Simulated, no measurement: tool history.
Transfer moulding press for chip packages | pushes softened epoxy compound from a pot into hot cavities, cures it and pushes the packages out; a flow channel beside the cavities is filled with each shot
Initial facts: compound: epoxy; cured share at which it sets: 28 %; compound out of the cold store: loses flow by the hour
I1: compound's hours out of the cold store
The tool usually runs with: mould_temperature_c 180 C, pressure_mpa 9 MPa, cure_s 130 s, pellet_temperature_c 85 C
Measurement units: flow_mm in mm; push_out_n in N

Run 1, hour 0: usual settings; I1 26. Result: flow_mm 913 mm, push_out_n 714 N.
At hour 28.3: cavities cleaned with cleaning compound and waxed.
Run 2, hour 53: usual settings; I1 35. Result: flow_mm 868 mm, push_out_n 556 N.
Run 3, hour 122.2: usual settings but pellet_temperature_c 89 C; I1 28.1. Result: flow_mm 890 mm, push_out_n 766 N.
At hour 130.2: cavities cleaned with cleaning compound and waxed.
Run 4, hour 202.8: usual settings but pellet_temperature_c 92 C; I1 28.7. Result: flow_mm 881 mm, push_out_n 719 N.
At hour 226.7: cavities cleaned with cleaning compound and waxed.
At hour 275.1: plunger's sealing rings changed.
Run 5, hour 286.8: usual settings but pellet_temperature_c 92 C; I1 38.8. Result: flow_mm 856 mm, push_out_n 684 N.
At hour 301: mould's thermocouples calibrated.
At hour 332.9: cavities cleaned with cleaning compound and waxed.
Run 6, hour 369.2: usual settings but mould_temperature_c 182 C, pellet_temperature_c 92 C; I1 13.4. Result: flow_mm 944 mm, push_out_n 566 N.
At hour 430.2: cavities cleaned with cleaning compound and waxed.
Run 7, hour 437.9: usual settings but pellet_temperature_c 89 C; I1 47.9. Result: flow_mm 808 mm, push_out_n 404 N.
Run 8, hour 485.4: usual settings; I1 38.5. Result: flow_mm 840 mm, push_out_n 664 N.
At hour 528.3: cavities cleaned with cleaning compound and waxed.
Run 9, hour 565.1: usual settings; I1 30.8. Result: flow_mm 867 mm, push_out_n 608 N.
At hour 620.3: plunger's sealing rings changed.
At hour 631: cavities cleaned with cleaning compound and waxed.
Run 10, hour 638.4: usual settings; I1 39.9. Result: flow_mm 844 mm, push_out_n 418 N.
Run 11, hour 710.5: usual settings but cure_s 115 s; I1 44.7. Result: flow_mm 822 mm, push_out_n 806 N.
At hour 727.9: cavities cleaned with cleaning compound and waxed.
Run 12, hour 752: usual settings but mould_temperature_c 178 C, cure_s 115 s; I1 43.2. Result: flow_mm 846 mm, push_out_n 651 N.
Run 13, hour 808.8: usual settings but pellet_temperature_c 81 C; I1 18.2. Result: flow_mm 925 mm, push_out_n 770 N.
At hour 829.7: cavities cleaned with cleaning compound and waxed.
Run 14, hour 867.9: usual settings but pellet_temperature_c 81 C; I1 34. Result: flow_mm 862 mm, push_out_n 621 N.
At hour 930.5: cavities cleaned with cleaning compound and waxed.
Run 15, hour 942.1: usual settings but pellet_temperature_c 81 C; I1 9.3. Result: flow_mm 967 mm, push_out_n 449 N.
At hour 965: plunger's sealing rings changed.
Run 16, hour 1004.9: usual settings; I1 10.4. Result: flow_mm 990 mm, push_out_n 728 N.
At hour 1034.2: cavities cleaned with cleaning compound and waxed.
Run 17, hour 1063.5: usual settings but pressure_mpa 10.17 MPa, cure_s 136 s, pellet_temperature_c 94 C; I1 20.3. Result: flow_mm 987 mm, push_out_n 564 N.
Run 18, hour 1127.6: usual settings but mould_temperature_c 182 C, pellet_temperature_c 84 C; I1 26.9. Result: flow_mm 886 mm, push_out_n 716 N.
At hour 1134.6: cavities cleaned with cleaning compound and waxed.
Run 19, hour 1202.7: usual settings but mould_temperature_c 182 C, pellet_temperature_c 84 C; I1 20.1. Result: flow_mm 920 mm, push_out_n 687 N.
At hour 1233.9: cavities cleaned with cleaning compound and waxed.
Run 20, hour 1260.1: usual settings but mould_temperature_c 187 C, pressure_mpa 8.41 MPa, cure_s 117 s; I1 17.1. Result: flow_mm 878 mm, push_out_n 542 N.
Run 21, hour 1296.6: usual settings but mould_temperature_c 185 C, pressure_mpa 7.15 MPa, cure_s 124 s; I1 34.5. Result: flow_mm 752 mm, push_out_n 659 N.
At hour 1311.7: plunger's sealing rings changed.
At hour 1339: cavities cleaned with cleaning compound and waxed.
Run 22, hour 1339: usual settings but mould_temperature_c 185 C, pressure_mpa 10.79 MPa, cure_s 124 s, pellet_temperature_c 77 C; I1 12. Result: flow_mm 1049 mm, push_out_n 347 N.
Run 23, hour 1405: usual settings but mould_temperature_c 185 C, pressure_mpa 7.76 MPa, cure_s 167 s, pellet_temperature_c 80 C; I1 12.8. Result: flow_mm 885 mm, push_out_n 633 N.
At hour 1436.7: cavities cleaned with cleaning compound and waxed.
At hour 1470.6: mould's thermocouples calibrated.
Run 24, hour 1479.4: usual settings but mould_temperature_c 185 C, pressure_mpa 7.76 MPa, cure_s 167 s, pellet_temperature_c 80 C; I1 37.4. Result: flow_mm 768 mm, push_out_n 566 N.
At hour 1538.3: cavities cleaned with cleaning compound and waxed.
Run 25, hour 1555.6: usual settings but pressure_mpa 7.89 MPa; I1 10.3. Result: flow_mm 897 mm, push_out_n 486 N.
At hour 1638: cavities cleaned with cleaning compound and waxed.
Run 26, hour 1638: usual settings but pellet_temperature_c 90 C; I1 19.5. Result: flow_mm 914 mm, push_out_n 344 N.
At hour 1660.4: plunger's sealing rings changed.
Run 27, hour 1720.7: usual settings but mould_temperature_c 182 C, pellet_temperature_c 90 C; I1 37.6. Result: flow_mm 849 mm, push_out_n 709 N.

3 ways to go on from here, each from the tool as it stands after run 27. What would each give?
At hour 1740.5: cavities cleaned with cleaning compound and waxed.
Run A, hour 1775.7: usual settings but pellet_temperature_c 90 C; I1 23. Result: flow_mm ?, push_out_n ?.
At hour 1740.5: cavities cleaned with cleaning compound and waxed.
Run B, hour 1775.7: usual settings but mould_temperature_c 185 C, cure_s 168 s, pellet_temperature_c 90 C; I1 20.4. Result: flow_mm ?, push_out_n ?.
At hour 1740.5: cavities cleaned with cleaning compound and waxed.
Run C, hour 1775.7: usual settings but mould_temperature_c 182 C, pellet_temperature_c 93 C; I1 31.8. Result: flow_mm ?, push_out_n ?.

run  flow_mm  push_out_n
  A      913         606
  B      893         573
  C      876         588
Had the tool no hidden state, the same runs would have come out as:
run  flow_mm  push_out_n
  A      922         344
  B      902         327
  C      885         332

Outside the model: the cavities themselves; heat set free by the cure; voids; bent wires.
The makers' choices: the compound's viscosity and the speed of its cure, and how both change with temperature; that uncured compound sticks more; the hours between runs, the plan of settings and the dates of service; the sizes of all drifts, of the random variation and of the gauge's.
